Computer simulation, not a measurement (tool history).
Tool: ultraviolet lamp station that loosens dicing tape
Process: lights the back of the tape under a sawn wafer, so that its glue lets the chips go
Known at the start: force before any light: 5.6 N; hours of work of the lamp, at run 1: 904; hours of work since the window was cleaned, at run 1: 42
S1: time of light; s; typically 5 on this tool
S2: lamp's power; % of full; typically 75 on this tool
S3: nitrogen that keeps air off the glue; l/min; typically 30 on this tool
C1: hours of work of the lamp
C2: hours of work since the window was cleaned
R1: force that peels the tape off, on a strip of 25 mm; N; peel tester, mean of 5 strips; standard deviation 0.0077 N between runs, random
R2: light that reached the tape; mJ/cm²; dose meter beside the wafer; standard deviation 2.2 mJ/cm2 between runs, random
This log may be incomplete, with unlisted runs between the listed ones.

{"run": 1, "hour": 0.0, "S1": 5, "S2": 75, "S3": 30, "C1": 904, "C2": 42, "R1": 0.296, "R2": 199}
{"run": 2, "hour": 57.8, "S1": 5, "S2": 75, "S3": 30, "C1": 931, "C2": 69, "R1": 0.29, "R2": 200}
{"run": 3, "hour": 88.0, "S1": 5, "S2": 75, "S3": 30, "C1": 945, "C2": 83, "R1": 0.286, "R2": 199}
{"run": 4, "hour": 123.0, "S1": 5, "S2": 75, "S3": 30, "C1": 961, "C2": 99, "R1": 0.313, "R2": 203}
{"run": 5, "hour": 184.9, "S1": 5, "S2": 75, "S3": 30, "C1": 990, "C2": 128, "R1": 0.287, "R2": 197}
{"run": 6, "hour": 213.8, "S1": 5, "S2": 75, "S3": 30, "C1": 1003, "C2": 142, "R1": 0.289, "R2": 200}
{"run": 7, "hour": 249.4, "S1": 5, "S2": 66, "S3": 30, "C1": 1020, "C2": 158, "R1": 0.383, "R2": 174}
{"run": 8, "hour": 283.5, "S1": 5, "S2": 66, "S3": 30, "C1": 1036, "C2": 174, "R1": 0.361, "R2": 170}
{"run": 9, "hour": 331.6, "S1": 5, "S2": 66, "S3": 25, "C1": 1058, "C2": 196, "R1": 0.408, "R2": 176}
{"run": 10, "hour": 360.3, "S1": 3, "S2": 73, "S3": 15, "C1": 1071, "C2": 210, "R1": 1.183, "R2": 116}
{"run": 11, "hour": 404.8, "S1": 5, "S2": 87, "S3": 15, "C1": 1092, "C2": 230, "R1": 0.373, "R2": 234}
{"hour": 453.3, "done": "window cleaned of glue's vapour"}
{"run": 12, "hour": 470.8, "S1": 2, "S2": 75, "S3": 30, "C1": 1122, "C2": 8, "R1": 1.319, "R2": 79}
{"run": 13, "hour": 509.3, "S1": 4, "S2": 95, "S3": 23, "C1": 1140, "C2": 26, "R1": 0.358, "R2": 203}
{"run": 14, "hour": 543.5, "S1": 3, "S2": 95, "S3": 22, "C1": 1156, "C2": 42, "R1": 0.597, "R2": 149}
{"run": 15, "hour": 586.1, "S1": 7, "S2": 75, "S3": 16, "C1": 1176, "C2": 62, "R1": 0.256, "R2": 279}
{"run": 16, "hour": 636.7, "S1": 7, "S2": 75, "S3": 16, "C1": 1199, "C2": 85, "R1": 0.244, "R2": 283}

Below are 5 alternative next runs, each starting from the tool's condition after run 16. Predict each:
{"run": "A", "hour": 702.7, "S1": 3, "S2": 75, "S3": 30, "C1": 1230, "C2": 116, "R1": "?", "R2": "?"}
{"run": "B", "hour": 702.7, "S1": 8, "S2": 75, "S3": 30, "C1": 1230, "C2": 116, "R1": "?", "R2": "?"}
{"run": "C", "hour": 702.7, "S1": 5, "S2": 81, "S3": 38, "C1": 1230, "C2": 116, "R1": "?", "R2": "?"}
{"run": "D", "hour": 702.7, "S1": 8, "S2": 87, "S3": 54, "C1": 1230, "C2": 116, "R1": "?", "R2": "?"}
{"run": "E", "hour": 702.7, "S1": 5, "S2": 75, "S3": 16, "C1": 1230, "C2": 116, "R1": "?", "R2": "?"}

run=A R1=0.7 R2=117
run=B R1=0.181 R2=319
run=C R1=0.229 R2=216
run=D R1=0.169 R2=368
run=E R1=0.471 R2=199
What these runs would have given with no unlogged condition in the tool:
run=A R1=0.695 R2=118
run=B R1=0.181 R2=321
run=C R1=0.228 R2=217
run=D R1=0.169 R2=370
run=E R1=0.467 R2=200

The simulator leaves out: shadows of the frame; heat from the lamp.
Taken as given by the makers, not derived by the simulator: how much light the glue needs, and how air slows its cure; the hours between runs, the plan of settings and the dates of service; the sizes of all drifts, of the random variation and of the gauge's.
